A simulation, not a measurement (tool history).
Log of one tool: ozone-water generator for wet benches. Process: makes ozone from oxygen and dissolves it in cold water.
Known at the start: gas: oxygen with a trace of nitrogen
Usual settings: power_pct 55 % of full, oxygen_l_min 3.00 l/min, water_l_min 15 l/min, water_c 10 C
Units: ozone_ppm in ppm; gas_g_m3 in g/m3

{"run": 1, "hour": 0.0, "power_pct": 55, "oxygen_l_min": 3.0, "water_l_min": 15, "water_c": 10, "ozone_ppm": 13.7, "gas_g_m3": 138.2}
{"run": 2, "hour": 19.3, "power_pct": 55, "oxygen_l_min": 3.0, "water_l_min": 15, "water_c": 10, "ozone_ppm": 13.7, "gas_g_m3": 137.1}
{"run": 3, "hour": 54.5, "power_pct": 55, "oxygen_l_min": 3.0, "water_l_min": 10, "water_c": 10, "ozone_ppm": 20.1, "gas_g_m3": 138.2}
{"run": 4, "hour": 87.0, "power_pct": 55, "oxygen_l_min": 3.0, "water_l_min": 10, "water_c": 10, "ozone_ppm": 19.9, "gas_g_m3": 137.5}
{"run": 5, "hour": 102.6, "power_pct": 55, "oxygen_l_min": 3.0, "water_l_min": 22, "water_c": 10, "ozone_ppm": 8.7, "gas_g_m3": 137.3}
{"run": 6, "hour": 130.3, "power_pct": 55, "oxygen_l_min": 3.0, "water_l_min": 22, "water_c": 10, "ozone_ppm": 8.8, "gas_g_m3": 138.2}
{"run": 7, "hour": 154.1, "power_pct": 55, "oxygen_l_min": 3.0, "water_l_min": 15, "water_c": 10, "ozone_ppm": 13.7, "gas_g_m3": 138.7}
{"run": 8, "hour": 178.2, "power_pct": 55, "oxygen_l_min": 3.0, "water_l_min": 10, "water_c": 10, "ozone_ppm": 20.1, "gas_g_m3": 138.6}
{"run": 9, "hour": 206.8, "power_pct": 55, "oxygen_l_min": 3.0, "water_l_min": 10, "water_c": 10, "ozone_ppm": 19.8, "gas_g_m3": 135.8}
{"run": 10, "hour": 225.1, "power_pct": 55, "oxygen_l_min": 3.0, "water_l_min": 15, "water_c": 10, "ozone_ppm": 13.5, "gas_g_m3": 136.7}
{"run": 11, "hour": 251.6, "power_pct": 55, "oxygen_l_min": 3.0, "water_l_min": 15, "water_c": 10, "ozone_ppm": 13.3, "gas_g_m3": 136.5}
{"run": 12, "hour": 277.6, "power_pct": 55, "oxygen_l_min": 3.0, "water_l_min": 15, "water_c": 10, "ozone_ppm": 13.6, "gas_g_m3": 137.8}
{"run": 13, "hour": 296.6, "power_pct": 55, "oxygen_l_min": 3.0, "water_l_min": 15, "water_c": 16, "ozone_ppm": 12.7, "gas_g_m3": 138.0}
{"run": 14, "hour": 327.9, "power_pct": 47, "oxygen_l_min": 3.0, "water_l_min": 15, "water_c": 10, "ozone_ppm": 12.2, "gas_g_m3": 124.0}
{"run": 15, "hour": 343.8, "power_pct": 55, "oxygen_l_min": 2.32, "water_l_min": 15, "water_c": 10, "ozone_ppm": 13.0, "gas_g_m3": 158.0}
{"run": 16, "hour": 373.5, "power_pct": 55, "oxygen_l_min": 1.58, "water_l_min": 15, "water_c": 10, "ozone_ppm": 12.0, "gas_g_m3": 194.5}
{"run": 17, "hour": 391.8, "power_pct": 61, "oxygen_l_min": 1.58, "water_l_min": 12, "water_c": 10, "ozone_ppm": 16.4, "gas_g_m3": 207.9}
{"run": 18, "hour": 409.1, "power_pct": 78, "oxygen_l_min": 1.52, "water_l_min": 10, "water_c": 10, "ozone_ppm": 22.8, "gas_g_m3": 244.4}
{"run": 19, "hour": 436.1, "power_pct": 55, "oxygen_l_min": 1.62, "water_l_min": 15, "water_c": 15, "ozone_ppm": 11.6, "gas_g_m3": 192.1}
{"run": 20, "hour": 463.6, "power_pct": 55, "oxygen_l_min": 3.0, "water_l_min": 18, "water_c": 17, "ozone_ppm": 10.5, "gas_g_m3": 137.2}
{"run": 21, "hour": 485.3, "power_pct": 84, "oxygen_l_min": 2.0, "water_l_min": 18, "water_c": 11, "ozone_ppm": 13.1, "gas_g_m3": 222.5}
{"run": 22, "hour": 516.6, "power_pct": 84, "oxygen_l_min": 2.0, "water_l_min": 18, "water_c": 11, "ozone_ppm": 13.2, "gas_g_m3": 220.0}
{"run": 23, "hour": 541.6, "power_pct": 81, "oxygen_l_min": 2.42, "water_l_min": 18, "water_c": 10, "ozone_ppm": 13.5, "gas_g_m3": 194.6}
{"run": 24, "hour": 567.4, "power_pct": 81, "oxygen_l_min": 2.42, "water_l_min": 18, "water_c": 10, "ozone_ppm": 13.3, "gas_g_m3": 193.0}
{"run": 25, "hour": 584.9, "power_pct": 54, "oxygen_l_min": 5.15, "water_l_min": 18, "water_c": 9, "ozone_ppm": 11.4, "gas_g_m3": 99.1}
{"run": 26, "hour": 603.0, "power_pct": 54, "oxygen_l_min": 5.15, "water_l_min": 18, "water_c": 9, "ozone_ppm": 11.5, "gas_g_m3": 99.4}
{"run": 27, "hour": 622.4, "power_pct": 54, "oxygen_l_min": 4.81, "water_l_min": 17, "water_c": 9, "ozone_ppm": 12.4, "gas_g_m3": 104.0}
{"run": 28, "hour": 656.0, "power_pct": 75, "oxygen_l_min": 3.0, "water_l_min": 15, "water_c": 9, "ozone_ppm": 16.3, "gas_g_m3": 164.4}
{"run": 29, "hour": 672.8, "power_pct": 75, "oxygen_l_min": 3.0, "water_l_min": 15, "water_c": 9, "ozone_ppm": 16.4, "gas_g_m3": 164.3}
{"run": 30, "hour": 700.2, "power_pct": 48, "oxygen_l_min": 3.0, "water_l_min": 15, "water_c": 10, "ozone_ppm": 12.2, "gas_g_m3": 125.4}
{"run": 31, "hour": 720.0, "power_pct": 70, "oxygen_l_min": 3.0, "water_l_min": 10, "water_c": 8, "ozone_ppm": 23.3, "gas_g_m3": 156.6}
{"run": 32, "hour": 755.0, "power_pct": 58, "oxygen_l_min": 3.56, "water_l_min": 15, "water_c": 10, "ozone_ppm": 14.1, "gas_g_m3": 128.3}

Hidden state or all else? Some run-to-run changes of ozone_ppm, split into what the settings, what came in and random variation would give without the hidden state, and what is left for the hidden state (with any gauge scatter that isn't in both results):
The hidden state here: yield of the discharge, % of new electrodes'; contactor's efficiency, % of a clean one's; true water temperature over the reading, C; drift of the gauge itself on ozone_ppm, %; drift of the gauge itself on gas_g_m3, %.
Run 4 -> 5: water_l_min 10 -> 22. ozone_ppm -11.2 ppm: hidden state +0.3, all else -11.5.
Run 18 -> 19: power_pct 78 -> 55, oxygen_l_min 1.52 -> 1.62, water_l_min 10 -> 15, water_c 10 -> 15. ozone_ppm -11.2 ppm: hidden state +0.4, all else -11.6.
Run 30 -> 31: power_pct 48 -> 70, water_l_min 15 -> 10, water_c 10 -> 8. ozone_ppm +11.1 ppm: hidden state -0.6, all else +11.7.
Run 31 -> 32: power_pct 70 -> 58, oxygen_l_min 3.00 -> 3.56, water_l_min 10 -> 15, water_c 8 -> 10. ozone_ppm -9.2 ppm: hidden state +0.5, all else -9.7.
